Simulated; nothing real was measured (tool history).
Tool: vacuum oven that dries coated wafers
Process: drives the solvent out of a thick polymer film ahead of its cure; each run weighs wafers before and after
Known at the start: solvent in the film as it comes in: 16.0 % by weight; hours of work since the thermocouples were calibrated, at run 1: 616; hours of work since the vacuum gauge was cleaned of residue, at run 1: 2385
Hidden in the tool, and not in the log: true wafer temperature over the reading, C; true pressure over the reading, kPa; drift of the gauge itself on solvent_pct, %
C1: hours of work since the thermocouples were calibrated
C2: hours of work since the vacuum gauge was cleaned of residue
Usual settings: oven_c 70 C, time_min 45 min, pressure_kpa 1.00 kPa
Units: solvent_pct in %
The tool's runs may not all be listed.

{"run": 1, "hour": 0.0, "oven_c": 70, "time_min": 45, "pressure_kpa": 1.0, "C1": 616, "C2": 2385, "solvent_pct": 4.74}
{"run": 2, "hour": 53.8, "oven_c": 70, "time_min": 65, "pressure_kpa": 1.0, "C1": 645, "C2": 2414, "solvent_pct": 3.4}
{"hour": 134.5, "done": "oven's thermocouples calibrated"}
{"run": 3, "hour": 153.5, "oven_c": 70, "time_min": 65, "pressure_kpa": 1.0, "C1": 10, "C2": 2467, "solvent_pct": 3.6}
{"run": 4, "hour": 206.2, "oven_c": 70, "time_min": 45, "pressure_kpa": 1.0, "C1": 39, "C2": 2496, "solvent_pct": 4.98}
{"run": 5, "hour": 256.5, "oven_c": 81, "time_min": 45, "pressure_kpa": 1.0, "C1": 66, "C2": 2523, "solvent_pct": 2.39}
{"run": 6, "hour": 359.7, "oven_c": 81, "time_min": 45, "pressure_kpa": 1.0, "C1": 122, "C2": 2579, "solvent_pct": 2.36}
{"run": 7, "hour": 425.4, "oven_c": 81, "time_min": 45, "pressure_kpa": 1.0, "C1": 158, "C2": 2615, "solvent_pct": 2.36}
{"run": 8, "hour": 470.0, "oven_c": 81, "time_min": 45, "pressure_kpa": 2.62, "C1": 182, "C2": 2639, "solvent_pct": 3.54}
{"run": 9, "hour": 517.5, "oven_c": 81, "time_min": 45, "pressure_kpa": 2.62, "C1": 208, "C2": 2665, "solvent_pct": 3.57}
{"run": 10, "hour": 579.1, "oven_c": 70, "time_min": 45, "pressure_kpa": 1.0, "C1": 241, "C2": 2698, "solvent_pct": 5.0}
{"run": 11, "hour": 635.8, "oven_c": 70, "time_min": 45, "pressure_kpa": 1.0, "C1": 272, "C2": 2729, "solvent_pct": 4.95}
{"run": 12, "hour": 692.1, "oven_c": 70, "time_min": 45, "pressure_kpa": 1.0, "C1": 302, "C2": 2759, "solvent_pct": 4.94}
{"run": 13, "hour": 779.4, "oven_c": 59, "time_min": 45, "pressure_kpa": 1.0, "C1": 350, "C2": 2807, "solvent_pct": 8.26}
{"run": 14, "hour": 829.0, "oven_c": 75, "time_min": 45, "pressure_kpa": 1.0, "C1": 377, "C2": 2834, "solvent_pct": 3.65}
{"run": 15, "hour": 927.4, "oven_c": 67, "time_min": 45, "pressure_kpa": 1.0, "C1": 430, "C2": 2887, "solvent_pct": 5.81}
{"run": 16, "hour": 1037.2, "oven_c": 83, "time_min": 45, "pressure_kpa": 1.0, "C1": 490, "C2": 2946, "solvent_pct": 2.03}
{"run": 17, "hour": 1102.4, "oven_c": 70, "time_min": 26, "pressure_kpa": 1.0, "C1": 525, "C2": 2982, "solvent_pct": 7.29}
{"run": 18, "hour": 1160.4, "oven_c": 70, "time_min": 26, "pressure_kpa": 1.0, "C1": 556, "C2": 3013, "solvent_pct": 7.36}
{"run": 19, "hour": 1248.9, "oven_c": 70, "time_min": 45, "pressure_kpa": 1.0, "C1": 604, "C2": 3061, "solvent_pct": 4.94}
{"run": 20, "hour": 1356.0, "oven_c": 70, "time_min": 45, "pressure_kpa": 1.0, "C1": 663, "C2": 3119, "solvent_pct": 4.98}
{"hour": 1412.2, "done": "oven's thermocouples calibrated"}
{"run": 21, "hour": 1428.0, "oven_c": 70, "time_min": 45, "pressure_kpa": 1.0, "C1": 9, "C2": 3157, "solvent_pct": 5.1}
{"run": 22, "hour": 1518.3, "oven_c": 70, "time_min": 45, "pressure_kpa": 1.0, "C1": 58, "C2": 3206, "solvent_pct": 5.2}
{"run": 23, "hour": 1577.7, "oven_c": 55, "time_min": 45, "pressure_kpa": 1.0, "C1": 90, "C2": 3239, "solvent_pct": 9.7}
{"run": 24, "hour": 1636.1, "oven_c": 70, "time_min": 65, "pressure_kpa": 1.0, "C1": 121, "C2": 3270, "solvent_pct": 3.7}
{"run": 25, "hour": 1716.7, "oven_c": 70, "time_min": 65, "pressure_kpa": 0.7, "C1": 165, "C2": 3314, "solvent_pct": 3.46}
{"hour": 1745.7, "done": "vacuum gauge cleaned of residue and calibrated"}
{"run": 26, "hour": 1772.2, "oven_c": 75, "time_min": 42, "pressure_kpa": 0.74, "C1": 194, "C2": 14, "solvent_pct": 3.34}
{"run": 27, "hour": 1879.6, "oven_c": 75, "time_min": 42, "pressure_kpa": 0.74, "C1": 253, "C2": 73, "solvent_pct": 3.32}
{"run": 28, "hour": 1986.1, "oven_c": 75, "time_min": 24, "pressure_kpa": 1.0, "C1": 310, "C2": 130, "solvent_pct": 6.0}
{"run": 29, "hour": 2078.6, "oven_c": 70, "time_min": 52, "pressure_kpa": 0.59, "C1": 361, "C2": 181, "solvent_pct": 3.57}
{"run": 30, "hour": 2178.0, "oven_c": 82, "time_min": 29, "pressure_kpa": 1.21, "C1": 414, "C2": 234, "solvent_pct": 3.43}
{"run": 31, "hour": 2281.9, "oven_c": 70, "time_min": 45, "pressure_kpa": 3.81, "C1": 471, "C2": 291, "solvent_pct": 7.0}
{"run": 32, "hour": 2352.5, "oven_c": 62, "time_min": 31, "pressure_kpa": 3.53, "C1": 509, "C2": 329, "solvent_pct": 10.5}
{"run": 33, "hour": 2420.4, "oven_c": 74, "time_min": 35, "pressure_kpa": 2.58, "C1": 546, "C2": 366, "solvent_pct": 5.79}
{"run": 34, "hour": 2505.5, "oven_c": 74, "time_min": 35, "pressure_kpa": 2.58, "C1": 592, "C2": 412, "solvent_pct": 5.77}
{"run": 35, "hour": 2607.7, "oven_c": 74, "time_min": 35, "pressure_kpa": 2.58, "C1": 648, "C2": 468, "solvent_pct": 5.76}
{"hour": 2683.6, "done": "oven's thermocouples calibrated"}
{"run": 36, "hour": 2715.5, "oven_c": 74, "time_min": 35, "pressure_kpa": 2.58, "C1": 17, "C2": 525, "solvent_pct": 6.01}
{"run": 37, "hour": 2760.7, "oven_c": 70, "time_min": 69, "pressure_kpa": 1.24, "C1": 42, "C2": 549, "solvent_pct": 3.38}
{"run": 38, "hour": 2867.8, "oven_c": 67, "time_min": 49, "pressure_kpa": 0.6, "C1": 100, "C2": 608, "solvent_pct": 4.93}
{"run": 39, "hour": 2970.6, "oven_c": 70, "time_min": 45, "pressure_kpa": 1.45, "C1": 156, "C2": 663, "solvent_pct": 5.33}
{"run": 40, "hour": 3068.4, "oven_c": 76, "time_min": 42, "pressure_kpa": 3.74, "C1": 209, "C2": 716, "solvent_pct": 5.65}
{"run": 41, "hour": 3160.4, "oven_c": 76, "time_min": 42, "pressure_kpa": 3.74, "C1": 259, "C2": 766, "solvent_pct": 5.73}
{"run": 42, "hour": 3224.6, "oven_c": 76, "time_min": 42, "pressure_kpa": 3.74, "C1": 293, "C2": 801, "solvent_pct": 5.59}
{"run": 43, "hour": 3334.3, "oven_c": 61, "time_min": 28, "pressure_kpa": 1.08, "C1": 353, "C2": 861, "solvent_pct": 9.23}
{"run": 44, "hour": 3402.8, "oven_c": 61, "time_min": 28, "pressure_kpa": 1.08, "C1": 390, "C2": 898, "solvent_pct": 9.33}
{"run": 45, "hour": 3463.9, "oven_c": 72, "time_min": 23, "pressure_kpa": 1.08, "C1": 423, "C2": 931, "solvent_pct": 7.24}
{"run": 46, "hour": 3547.5, "oven_c": 70, "time_min": 45, "pressure_kpa": 0.95, "C1": 469, "C2": 976, "solvent_pct": 4.67}
{"run": 47, "hour": 3603.4, "oven_c": 64, "time_min": 59, "pressure_kpa": 3.11, "C1": 499, "C2": 1006, "solvent_pct": 8.0}

4 ways to go on from here, each from the tool as it stands after run 47. What would each give?
{"run": "A", "hour": 3658.4, "oven_c": 84, "time_min": 45, "pressure_kpa": 1.0, "C1": 529, "C2": 1036, "solvent_pct": "?"}
{"run": "B", "hour": 3658.4, "oven_c": 64, "time_min": 72, "pressure_kpa": 3.11, "C1": 529, "C2": 1036, "solvent_pct": "?"}
{"run": "C", "hour": 3658.4, "oven_c": 77, "time_min": 61, "pressure_kpa": 0.95, "C1": 529, "C2": 1036, "solvent_pct": "?"}
{"run": "D", "hour": 3658.4, "oven_c": 77, "time_min": 59, "pressure_kpa": 1.06, "C1": 529, "C2": 1036, "solvent_pct": "?"}

run=A solvent_pct=1.70
run=B solvent_pct=7.23
run=C solvent_pct=2.11
run=D solvent_pct=2.24
Without the tool's hidden state the same runs would have given:
run=A solvent_pct=1.56
run=B solvent_pct=6.95
run=C solvent_pct=1.92
run=D solvent_pct=2.05
